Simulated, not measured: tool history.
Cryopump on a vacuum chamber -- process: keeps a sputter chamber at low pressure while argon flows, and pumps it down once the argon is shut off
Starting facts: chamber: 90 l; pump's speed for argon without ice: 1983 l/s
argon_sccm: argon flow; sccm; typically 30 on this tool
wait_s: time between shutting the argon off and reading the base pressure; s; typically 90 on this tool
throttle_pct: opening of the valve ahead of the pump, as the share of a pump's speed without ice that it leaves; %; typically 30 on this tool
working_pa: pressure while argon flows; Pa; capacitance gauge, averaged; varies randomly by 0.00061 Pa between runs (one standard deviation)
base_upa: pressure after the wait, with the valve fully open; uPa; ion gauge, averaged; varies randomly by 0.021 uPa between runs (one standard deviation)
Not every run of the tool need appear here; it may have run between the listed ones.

Run 1, hour 0.0: usual settings. Result: working_pa 0.0859 Pa, base_upa 0.56 uPa.
Run 2, hour 61.3: usual settings. Result: working_pa 0.0877 Pa, base_upa 0.55 uPa.
Run 3, hour 112.3: usual settings. Result: working_pa 0.0873 Pa, base_upa 0.54 uPa.
Run 4, hour 185.7: usual settings. Result: working_pa 0.0878 Pa, base_upa 0.57 uPa.
Run 5, hour 247.9: usual settings but argon_sccm 48 sccm. Result: working_pa 0.1429 Pa, base_upa 0.57 uPa.
Run 6, hour 327.5: usual settings but argon_sccm 48 sccm. Result: working_pa 0.1425 Pa, base_upa 0.57 uPa.
Run 7, hour 410.4: usual settings but argon_sccm 48 sccm. Result: working_pa 0.1438 Pa, base_upa 0.60 uPa.
Run 8, hour 469.0: usual settings but argon_sccm 12 sccm. Result: working_pa 0.0363 Pa, base_upa 0.62 uPa.
Run 9, hour 559.7: usual settings but argon_sccm 12 sccm. Result: working_pa 0.0361 Pa, base_upa 0.61 uPa.
Run 10, hour 619.5: usual settings but argon_sccm 12 sccm. Result: working_pa 0.0357 Pa, base_upa 0.65 uPa.
Run 11, hour 694.3: usual settings but argon_sccm 12 sccm. Result: working_pa 0.0367 Pa, base_upa 0.68 uPa.
Run 12, hour 760.2: usual settings but argon_sccm 12 sccm. Result: working_pa 0.0374 Pa, base_upa 0.64 uPa.
Run 13, hour 809.9: usual settings but argon_sccm 12 sccm. Result: working_pa 0.0377 Pa, base_upa 0.68 uPa.
Run 14, hour 894.6: usual settings but argon_sccm 12 sccm. Result: working_pa 0.0381 Pa, base_upa 0.64 uPa.
Run 15, hour 941.0: usual settings. Result: working_pa 0.0936 Pa, base_upa 0.69 uPa.
Run 16, hour 1035.4: usual settings but argon_sccm 21 sccm. Result: working_pa 0.0673 Pa, base_upa 0.74 uPa.
Run 17, hour 1115.0: usual settings but wait_s 79 s. Result: working_pa 0.0947 Pa, base_upa 0.82 uPa.
Run 18, hour 1202.5: usual settings but wait_s 130 s. Result: working_pa 0.0958 Pa, base_upa 0.65 uPa.
Run 19, hour 1267.4: usual settings but wait_s 130 s. Result: working_pa 0.0980 Pa, base_upa 0.68 uPa.
At hour 1358.9: pump warmed up, emptied and cooled again.
Run 20, hour 1358.9: usual settings but wait_s 130 s. Result: working_pa 0.0857 Pa, base_upa 0.54 uPa.
Run 21, hour 1435.3: usual settings but wait_s 26 s, throttle_pct 41 %. Result: working_pa 0.0639 Pa, base_upa 1.62 uPa.
Run 22, hour 1482.2: usual settings but argon_sccm 55 sccm, wait_s 152 s, throttle_pct 58 %. Result: working_pa 0.0840 Pa, base_upa 0.58 uPa.
Run 23, hour 1577.2: usual settings but argon_sccm 24 sccm, wait_s 247 s, throttle_pct 39 %. Result: working_pa 0.0550 Pa, base_upa 0.48 uPa.
Run 24, hour 1640.5: usual settings but argon_sccm 24 sccm, wait_s 247 s, throttle_pct 39 %. Result: working_pa 0.0547 Pa, base_upa 0.45 uPa.
Run 25, hour 1733.6: usual settings but wait_s 107 s, throttle_pct 24 %. Result: working_pa 0.1090 Pa, base_upa 0.67 uPa.
Run 26, hour 1841.2: usual settings but argon_sccm 32 sccm, wait_s 65 s. Result: working_pa 0.0972 Pa, base_upa 0.89 uPa.
Run 27, hour 1919.0: usual settings but argon_sccm 50 sccm, wait_s 78 s. Result: working_pa 0.1482 Pa, base_upa 0.82 uPa.
Run 28, hour 2025.5: usual settings but argon_sccm 50 sccm, wait_s 78 s, throttle_pct 22 %. Result: working_pa 0.2017 Pa, base_upa 0.88 uPa.
At hour 2057.8: leaking fittings of the chamber tightened, without venting.
Run 29, hour 2095.6: usual settings but argon_sccm 42 sccm, throttle_pct 20 %. Result: working_pa 0.1868 Pa, base_upa 0.59 uPa.
Run 30, hour 2139.7: usual settings but wait_s 174 s, throttle_pct 20 %. Result: working_pa 0.1343 Pa, base_upa 0.44 uPa.
Run 31, hour 2225.9: usual settings but throttle_pct 34 %. Result: working_pa 0.0816 Pa, base_upa 0.63 uPa.
Run 32, hour 2315.5: usual settings but argon_sccm 17 sccm, wait_s 159 s. Result: working_pa 0.0531 Pa, base_upa 0.49 uPa.
Run 33, hour 2417.2: usual settings but argon_sccm 29 sccm, wait_s 128 s, throttle_pct 24 %. Result: working_pa 0.1093 Pa, base_upa 0.56 uPa.
Run 34, hour 2469.1: usual settings but argon_sccm 29 sccm, wait_s 128 s, throttle_pct 24 %. Result: working_pa 0.1112 Pa, base_upa 0.57 uPa.

Selected run-to-run steps in working_pa, each split into two signed amounts: the part the tool would show with no hidden state at all (from settings, incoming material and random variation), and the remainder, which goes to the hidden state together with any gauge scatter not common to the measured and the hidden-state-free results:
Hidden state present: pump's speed, % of a pump's without ice; cold plate's temperature, K; leak into the chamber, uPa l/s; drift of the gauge itself on working_pa, %; drift of the gauge itself on base_upa, %.
Run 7 -> 8: argon_sccm 48 -> 12. working_pa -0.1075 Pa: hidden state -0.0051, all else -0.1024.
Run 14 -> 15: argon_sccm 12 -> 30. working_pa +0.0555 Pa: hidden state +0.0053, all else +0.0502.
Run 19 -> 20: pump warmed up, emptied and cooled again. working_pa -0.0123 Pa: hidden state -0.0110, all else -0.0013.
Run 32 -> 33: argon_sccm 17 -> 29, wait_s 159 -> 128, throttle_pct 30 -> 24. working_pa +0.0562 Pa: hidden state +0.0036, all else +0.0526.
